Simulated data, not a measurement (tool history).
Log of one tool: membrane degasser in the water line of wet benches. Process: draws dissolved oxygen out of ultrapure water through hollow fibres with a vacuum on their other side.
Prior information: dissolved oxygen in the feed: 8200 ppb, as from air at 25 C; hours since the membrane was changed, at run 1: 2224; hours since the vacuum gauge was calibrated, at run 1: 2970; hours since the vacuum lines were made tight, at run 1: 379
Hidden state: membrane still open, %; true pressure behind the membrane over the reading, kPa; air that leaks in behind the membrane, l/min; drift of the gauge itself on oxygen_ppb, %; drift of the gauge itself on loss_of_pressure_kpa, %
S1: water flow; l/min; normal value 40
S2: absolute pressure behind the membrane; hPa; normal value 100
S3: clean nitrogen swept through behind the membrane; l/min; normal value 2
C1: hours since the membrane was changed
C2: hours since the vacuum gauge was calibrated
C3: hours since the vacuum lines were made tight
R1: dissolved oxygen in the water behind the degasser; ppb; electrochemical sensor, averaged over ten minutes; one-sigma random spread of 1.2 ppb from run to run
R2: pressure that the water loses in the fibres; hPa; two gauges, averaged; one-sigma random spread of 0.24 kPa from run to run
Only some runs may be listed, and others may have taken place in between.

run 1 day=0 | S1=40 S2=100 S3=2 | C1=2224 C2=2970 C3=379 | R1=310.9 R2=647.7
run 2 day=2.058 | S1=40 S2=100 S3=2 | C1=2274 C2=3019 C3=428 | R1=311.3 R2=644
run 3 day=3.175 | S1=40 S2=100 S3=2 | C1=2301 C2=3046 C3=455 | R1=312.8 R2=647.1
run 4 day=5.171 | S1=40 S2=100 S3=2 | C1=2348 C2=3094 C3=503 | R1=314.2 R2=646.6
run 5 day=6.288 | S1=40 S2=100 S3=2 | C1=2375 C2=3121 C3=530 | R1=311.8 R2=647
run 6 day=7.954 | S1=40 S2=100 S3=2 | C1=2415 C2=3161 C3=570 | R1=312.9 R2=647.9
run 7 day=10.412 | S1=40 S2=100 S3=2 | C1=2474 C2=3220 C3=629 | R1=314.1 R2=644.2
run 8 day=12.454 | S1=48 S2=180 S3=4.6 | C1=2523 C2=3269 C3=678 | R1=381.3 R2=774
run 9 day=14.604 | S1=49 S2=125 S3=4.6 | C1=2575 C2=3320 C3=729 | R1=262.7 R2=791.4
run 10 day=16.154 | S1=51 S2=125 S3=4.6 | C1=2612 C2=3358 C3=767 | R1=276 R2=825.6
run 11 day=17.254 | S1=51 S2=125 S3=4.6 | C1=2638 C2=3384 C3=793 | R1=275 R2=825.1
run 12 day=18.621 | S1=51 S2=125 S3=4.6 | C1=2671 C2=3417 C3=826 | R1=275.3 R2=824.4
run 13 day=19.896 | S1=40 S2=69 S3=0.91 | C1=2702 C2=3447 C3=856 | R1=338.2 R2=645
run 14 day=22.271 | S1=40 S2=81 S3=0.95 | C1=2759 C2=3504 C3=913 | R1=419 R2=647.7

Branching from run 14: 3 alternative next runs. What would each branch give?
run A day=23.383 | S1=40 S2=81 S3=2.79 | C1=2786 C2=3531 C3=940 | R1=? R2=?
run B day=23.383 | S1=44 S2=81 S3=0.81 | C1=2786 C2=3531 C3=940 | R1=? R2=?
run C day=23.383 | S1=40 S2=129 S3=2 | C1=2786 C2=3531 C3=940 | R1=? R2=?

run=A R1=177 R2=653.3
run=B R1=512.6 R2=713
run=C R1=436.2 R2=651.1
Without the tool's hidden state the same runs would have given:
run=A R1=169.4 R2=645
run=B R1=492.7 R2=704
run=C R1=426.7 R2=642.9
